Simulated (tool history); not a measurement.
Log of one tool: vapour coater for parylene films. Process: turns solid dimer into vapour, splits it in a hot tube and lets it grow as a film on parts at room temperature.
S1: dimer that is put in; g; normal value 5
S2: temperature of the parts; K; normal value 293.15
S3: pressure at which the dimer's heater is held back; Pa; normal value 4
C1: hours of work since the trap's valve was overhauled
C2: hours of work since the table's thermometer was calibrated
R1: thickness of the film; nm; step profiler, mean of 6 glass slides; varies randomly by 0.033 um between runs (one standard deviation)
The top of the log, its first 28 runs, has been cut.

run 29 hour=442.8 | S1=3 S2=293.15 S3=11.19 | C1=147 C2=14 | R1=1650
run 30 hour=458.2 | S1=3 S2=290.15 S3=2.12 | C1=156 C2=23 | R1=2500
run 31 hour=473.3 | S1=3 S2=290.15 S3=2.12 | C1=165 C2=32 | R1=2450
run 32 hour=486.9 | S1=8 S2=289.15 S3=2.12 | C1=173 C2=40 | R1=6830
run 33 hour=495.7 | S1=8 S2=289.15 S3=2.12 | C1=178 C2=45 | R1=6770
run 34 hour=504.4 | S1=3 S2=295.15 S3=4.77 | C1=184 C2=51 | R1=1760
run 35 hour=523.7 | S1=3 S2=295.15 S3=4.77 | C1=195 C2=62 | R1=1740
run 36 hour=535.4 | S1=2 S2=293.15 S3=5.43 | C1=202 C2=69 | R1=1190
run 37 hour=547 | S1=4 S2=293.15 S3=7.45 | C1=209 C2=76 | R1=2330
run 38 hour=561.5 | S1=4 S2=299.15 S3=3.35 | C1=218 C2=85 | R1=2010
run 39 hour=577.2 | S1=4 S2=299.15 S3=3.35 | C1=227 C2=94 | R1=2060
run 40 hour=586.6 | S1=4 S2=290.15 S3=5.5 | C1=233 C2=100 | R1=2840
run 41 hour=603.6 | S1=4 S2=290.15 S3=5.5 | C1=243 C2=110 | R1=2850
run 42 hour=620.7 | S1=7 S2=294.15 S3=5.55 | C1=253 C2=120 | R1=4110
run 43 hour=635.1 | S1=3 S2=289.15 S3=5.55 | C1=262 C2=129 | R1=2210
run 44 hour=654 | S1=3 S2=291.15 S3=11.85 | C1=273 C2=140 | R1=1770
run 45 hour=666 | S1=3 S2=291.15 S3=11.85 | C1=281 C2=147 | R1=1860
run 46 hour=676.8 | S1=6 S2=291.15 S3=9.8 | C1=287 C2=154 | R1=3730

Predict each of these 3 candidate next runs independently; none follows another, all start after run 46:
run A hour=696.4 | S1=5 S2=293.15 S3=3.37 | C1=299 C2=166 | R1=?
run B hour=696.4 | S1=2 S2=289.15 S3=11.6 | C1=299 C2=166 | R1=?
run C hour=696.4 | S1=2 S2=293.15 S3=4 | C1=299 C2=166 | R1=?

run=A R1=3270
run=B R1=1280
run=C R1=1280
The same runs, with their run-to-run variation unchanged, on a tool lacking any hidden condition would have given:
run=A R1=3400
run=B R1=1330
run=C R1=1330
